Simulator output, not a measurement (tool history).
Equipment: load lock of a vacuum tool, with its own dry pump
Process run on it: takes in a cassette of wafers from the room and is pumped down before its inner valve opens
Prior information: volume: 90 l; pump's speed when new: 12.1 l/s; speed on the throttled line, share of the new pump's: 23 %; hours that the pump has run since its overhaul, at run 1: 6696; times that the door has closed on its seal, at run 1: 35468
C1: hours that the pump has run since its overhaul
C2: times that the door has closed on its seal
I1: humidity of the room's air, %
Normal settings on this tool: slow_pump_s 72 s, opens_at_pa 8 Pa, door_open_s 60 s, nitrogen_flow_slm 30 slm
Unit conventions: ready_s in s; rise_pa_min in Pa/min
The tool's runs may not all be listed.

run 1 hour=0.0 | slow_pump_s=72 opens_at_pa=8 door_open_s=60 nitrogen_flow_slm=30 | C1=6696 C2=35468 | I1=43.2 | ready_s=126.1 rise_pa_min=0.020
run 2 hour=237.4 | slow_pump_s=72 opens_at_pa=8 door_open_s=60 nitrogen_flow_slm=22 | C1=6933 C2=36541 | I1=44.8 | ready_s=126.9 rise_pa_min=0.021
run 3 hour=512.2 | slow_pump_s=72 opens_at_pa=8 door_open_s=47 nitrogen_flow_slm=30 | C1=7208 C2=37782 | I1=42.9 | ready_s=127.8 rise_pa_min=0.014
run 4 hour=695.8 | slow_pump_s=72 opens_at_pa=8 door_open_s=47 nitrogen_flow_slm=30 | C1=7391 C2=38612 | I1=44.1 | ready_s=126.0 rise_pa_min=0.016
run 5 hour=993.9 | slow_pump_s=72 opens_at_pa=11 door_open_s=47 nitrogen_flow_slm=30 | C1=7689 C2=39958 | I1=41.4 | ready_s=124.2 rise_pa_min=0.013
run 6 hour=1351.9 | slow_pump_s=55 opens_at_pa=8 door_open_s=60 nitrogen_flow_slm=30 | C1=8047 C2=41576 | I1=44.7 | ready_s=112.5 rise_pa_min=0.021
run 7 hour=1610.4 | slow_pump_s=72 opens_at_pa=8 door_open_s=60 nitrogen_flow_slm=30 | C1=8306 C2=42743 | I1=42.1 | ready_s=126.1 rise_pa_min=0.022
run 8 hour=2031.4 | slow_pump_s=72 opens_at_pa=8 door_open_s=60 nitrogen_flow_slm=30 | C1=8727 C2=44646 | I1=44.5 | ready_s=123.6 rise_pa_min=0.022

Expected results for the next run?
run 9 hour=2334.4 | slow_pump_s=72 opens_at_pa=12 door_open_s=192 nitrogen_flow_slm=30 | C1=9030 C2=46014 | I1=45.2 | ready_s=? rise_pa_min=?

{"run 9": {"ready_s": 123.1, "rise_pa_min": 0.04}}
With the hidden condition absent and the run-to-run variation left alone, this run would have shown ready_s 123.1 s, rise_pa_min 0.039 Pa/min.

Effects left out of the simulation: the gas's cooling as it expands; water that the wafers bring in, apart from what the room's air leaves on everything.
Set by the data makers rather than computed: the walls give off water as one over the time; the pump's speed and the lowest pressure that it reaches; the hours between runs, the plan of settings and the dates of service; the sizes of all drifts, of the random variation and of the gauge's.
